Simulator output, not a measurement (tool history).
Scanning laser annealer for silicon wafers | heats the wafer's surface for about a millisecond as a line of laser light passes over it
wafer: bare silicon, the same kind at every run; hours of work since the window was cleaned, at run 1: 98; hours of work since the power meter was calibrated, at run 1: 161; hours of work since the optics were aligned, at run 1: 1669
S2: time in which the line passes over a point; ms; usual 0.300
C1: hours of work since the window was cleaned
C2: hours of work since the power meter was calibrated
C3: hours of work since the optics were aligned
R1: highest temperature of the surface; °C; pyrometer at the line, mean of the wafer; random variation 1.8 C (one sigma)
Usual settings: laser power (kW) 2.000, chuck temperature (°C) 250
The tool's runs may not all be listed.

{"run": 1, "day": 0.0, "laser power (kW)": 2.0, "S2": 0.3, "chuck temperature (°C)": 250, "C1": 98, "C2": 161, "C3": 1669, "R1": 1056}
{"run": 2, "day": 0.521, "laser power (kW)": 2.0, "S2": 0.3, "chuck temperature (°C)": 250, "C1": 104, "C2": 167, "C3": 1675, "R1": 1055}
{"run": 3, "day": 1.062, "laser power (kW)": 2.0, "S2": 0.3, "chuck temperature (°C)": 250, "C1": 110, "C2": 172, "C3": 1681, "R1": 1053}
{"run": 4, "day": 1.583, "laser power (kW)": 2.0, "S2": 0.3, "chuck temperature (°C)": 250, "C1": 115, "C2": 178, "C3": 1686, "R1": 1054}
{"run": 5, "day": 2.058, "laser power (kW)": 2.0, "S2": 0.3, "chuck temperature (°C)": 250, "C1": 121, "C2": 183, "C3": 1691, "R1": 1052}
{"run": 6, "day": 3.104, "laser power (kW)": 2.0, "S2": 0.3, "chuck temperature (°C)": 250, "C1": 132, "C2": 194, "C3": 1703, "R1": 1055}
{"run": 7, "day": 3.817, "laser power (kW)": 2.0, "S2": 0.3, "chuck temperature (°C)": 250, "C1": 139, "C2": 202, "C3": 1710, "R1": 1056}
{"run": 8, "day": 4.558, "laser power (kW)": 2.0, "S2": 0.3, "chuck temperature (°C)": 250, "C1": 147, "C2": 210, "C3": 1718, "R1": 1053}
{"run": 9, "day": 5.433, "laser power (kW)": 2.0, "S2": 0.3, "chuck temperature (°C)": 250, "C1": 157, "C2": 219, "C3": 1728, "R1": 1052}
{"run": 10, "day": 6.446, "laser power (kW)": 2.0, "S2": 0.3, "chuck temperature (°C)": 250, "C1": 168, "C2": 230, "C3": 1738, "R1": 1055}
{"run": 11, "day": 7.279, "laser power (kW)": 2.0, "S2": 0.3, "chuck temperature (°C)": 250, "C1": 176, "C2": 239, "C3": 1747, "R1": 1056}
{"run": 12, "day": 8.021, "laser power (kW)": 2.0, "S2": 0.3, "chuck temperature (°C)": 250, "C1": 184, "C2": 247, "C3": 1755, "R1": 1056}
{"run": 13, "day": 8.554, "laser power (kW)": 2.0, "S2": 0.3, "chuck temperature (°C)": 250, "C1": 190, "C2": 253, "C3": 1761, "R1": 1054}
{"run": 14, "day": 9.558, "laser power (kW)": 2.0, "S2": 0.3, "chuck temperature (°C)": 274, "C1": 201, "C2": 264, "C3": 1772, "R1": 1078}
{"run": 15, "day": 10.658, "laser power (kW)": 2.0, "S2": 0.3, "chuck temperature (°C)": 274, "C1": 213, "C2": 275, "C3": 1784, "R1": 1078}
{"run": 16, "day": 11.442, "laser power (kW)": 2.175, "S2": 0.223, "chuck temperature (°C)": 250, "C1": 221, "C2": 284, "C3": 1792, "R1": 1029}
{"run": 17, "day": 12.012, "laser power (kW)": 2.175, "S2": 0.223, "chuck temperature (°C)": 250, "C1": 227, "C2": 290, "C3": 1798, "R1": 1031}
{"run": 18, "day": 12.738, "laser power (kW)": 1.896, "S2": 0.3, "chuck temperature (°C)": 277, "C1": 235, "C2": 298, "C3": 1806, "R1": 1031}
{"run": 19, "day": 13.288, "laser power (kW)": 2.077, "S2": 0.269, "chuck temperature (°C)": 284, "C1": 241, "C2": 304, "C3": 1812, "R1": 1086}
{"run": 20, "day": 14.396, "laser power (kW)": 2.077, "S2": 0.269, "chuck temperature (°C)": 284, "C1": 253, "C2": 315, "C3": 1824, "R1": 1087}
{"run": 21, "day": 15.333, "laser power (kW)": 2.168, "S2": 0.269, "chuck temperature (°C)": 284, "C1": 263, "C2": 325, "C3": 1834, "R1": 1127}
{"run": 22, "day": 16.008, "laser power (kW)": 1.938, "S2": 0.232, "chuck temperature (°C)": 284, "C1": 270, "C2": 333, "C3": 1841, "R1": 970}
{"run": 23, "day": 16.529, "laser power (kW)": 1.938, "S2": 0.232, "chuck temperature (°C)": 284, "C1": 276, "C2": 338, "C3": 1847, "R1": 972}
{"run": 24, "day": 17.142, "laser power (kW)": 1.724, "S2": 0.3, "chuck temperature (°C)": 260, "C1": 282, "C2": 345, "C3": 1853, "R1": 933}
{"run": 25, "day": 18.212, "laser power (kW)": 1.724, "S2": 0.286, "chuck temperature (°C)": 261, "C1": 294, "C2": 356, "C3": 1865, "R1": 916}
{"run": 26, "day": 19.188, "laser power (kW)": 2.0, "S2": 0.23, "chuck temperature (°C)": 250, "C1": 304, "C2": 367, "C3": 1875, "R1": 962}
{"run": 27, "day": 19.738, "laser power (kW)": 2.0, "S2": 0.23, "chuck temperature (°C)": 250, "C1": 310, "C2": 373, "C3": 1881, "R1": 961}
{"run": 28, "day": 20.25, "laser power (kW)": 2.0, "S2": 0.23, "chuck temperature (°C)": 234, "C1": 316, "C2": 378, "C3": 1887, "R1": 951}

Forecast each of these 5 alternatives for the next run:
{"run": "A", "day": 21.092, "laser power (kW)": 2.039, "S2": 0.3, "chuck temperature (°C)": 250, "C1": 325, "C2": 387, "C3": 1896, "R1": "?"}
{"run": "B", "day": 21.092, "laser power (kW)": 2.0, "S2": 0.3, "chuck temperature (°C)": 222, "C1": 325, "C2": 387, "C3": 1896, "R1": "?"}
{"run": "C", "day": 21.092, "laser power (kW)": 1.726, "S2": 0.284, "chuck temperature (°C)": 267, "C1": 325, "C2": 387, "C3": 1896, "R1": "?"}
{"run": "D", "day": 21.092, "laser power (kW)": 1.791, "S2": 0.3, "chuck temperature (°C)": 247, "C1": 325, "C2": 387, "C3": 1896, "R1": "?"}
{"run": "E", "day": 21.092, "laser power (kW)": 2.025, "S2": 0.238, "chuck temperature (°C)": 250, "C1": 325, "C2": 387, "C3": 1896, "R1": "?"}

run=A R1=1075
run=B R1=1024
run=C R1=924
run=D R1=950
run=E R1=984
Without the tool's hidden state the same runs would have given:
run=A R1=1076
run=B R1=1025
run=C R1=925
run=D R1=951
run=E R1=985
